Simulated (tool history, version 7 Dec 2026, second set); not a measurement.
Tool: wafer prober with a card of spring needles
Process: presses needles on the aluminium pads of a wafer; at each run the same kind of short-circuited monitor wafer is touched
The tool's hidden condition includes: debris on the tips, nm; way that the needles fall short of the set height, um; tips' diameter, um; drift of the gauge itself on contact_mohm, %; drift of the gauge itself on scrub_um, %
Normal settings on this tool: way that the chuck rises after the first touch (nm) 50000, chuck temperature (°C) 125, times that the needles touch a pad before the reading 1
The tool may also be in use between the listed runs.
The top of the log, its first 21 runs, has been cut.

| run | day | way that the chuck rises after the first touch (nm) | chuck temperature (°C) | times that the needles touch a pad before the reading | touches since the tips were cleaned | cleanings since the card got new needles | touches since the first contact's height was set | resistance of one needle with its contact and lead (mohm) | way that a needle slides on the pad (nm) |
|---|---|---|---|---|---|---|---|---|---|
|  | 25.746 | tips cleaned on abrasive film |
| 22 | 25.983 | 57000 | 56 | 2 | 3121 | 121 | 161382 | 267 | 13330 |
|  | 26.458 | tips cleaned on abrasive film |
|  | 26.471 | height of the first contact set anew |
|  | 27.088 | tips cleaned on abrasive film |
| 23 | 27.421 | 40000 | 125 | 1 | 4337 | 123 | 12356 | 359 | 9550 |
|  | 27.717 | tips cleaned on abrasive film |
|  | 28.346 | tips cleaned on abrasive film |
| 24 | 28.683 | 50000 | 48 | 1 | 4423 | 125 | 28788 | 311 | 11890 |
|  | 29.083 | tips cleaned on abrasive film |
|  | 29.692 | tips cleaned on abrasive film |
| 25 | 29.692 | 50000 | 48 | 1 | 0 | 127 | 41922 | 242 | 11860 |
|  | 30.396 | tips cleaned on abrasive film |
|  | 31.121 | tips cleaned on abrasive film |
| 26 | 31.446 | 53000 | 41 | 1 | 4292 | 129 | 64783 | 297 | 12540 |
|  | 31.738 | tips cleaned on abrasive film |
|  | 32.388 | tips cleaned on abrasive film |
| 27 | 32.754 | 63000 | 95 | 1 | 4828 | 131 | 81800 | 297 | 14890 |
|  | 33.112 | tips cleaned on abrasive film |
|  | 33.867 | tips cleaned on abrasive film |
|  | 34.479 | tips cleaned on abrasive film |
| 28 | 34.542 | 63000 | 79 | 2 | 843 | 134 | 105060 | 250 | 14830 |
|  | 35.133 | tips cleaned on abrasive film |
| 29 | 35.429 | 36000 | 27 | 1 | 3918 | 135 | 116631 | 374 | 8360 |
|  | 35.796 | tips cleaned on abrasive film |
|  | 36.438 | tips cleaned on abrasive film |
| 30 | 36.983 | 32000 | 119 | 1 | 7116 | 137 | 136831 | 458 | 7390 |
|  | 37.062 | tips cleaned on abrasive film |
|  | 37.808 | tips cleaned on abrasive film |
| 31 | 37.854 | 34000 | 125 | 2 | 605 | 139 | 148166 | 298 | 7850 |

Consider 3 possible next runs. They are alternatives, not a sequence: every one starts from the tool as it was left by run 31. What does each give?
|  | 38.425 | tips cleaned on abrasive film |
| A | 38.879 | 40000 | 105 | 2 | 5909 | 140 | 161494 | ? | ? |
|  | 38.425 | tips cleaned on abrasive film |
| B | 38.879 | 34000 | 98 | 2 | 5909 | 140 | 161494 | ? | ? |
|  | 38.425 | tips cleaned on abrasive film |
| C | 38.879 | 33000 | 125 | 1 | 5909 | 140 | 161494 | ? | ? |

| run | resistance of one needle with its contact and lead (mohm) | way that a needle slides on the pad (nm) |
|---|---|---|
| A | 332 | 9270 |
| B | 364 | 7820 |
| C | 443 | 7620 |
Without the tool's unlogged condition, the same runs would have read:
| run | resistance of one needle with its contact and lead (mohm) | way that a needle slides on the pad (nm) |
|---|---|---|
| A | 252 | 9580 |
| B | 256 | 8130 |
| C | 264 | 7920 |
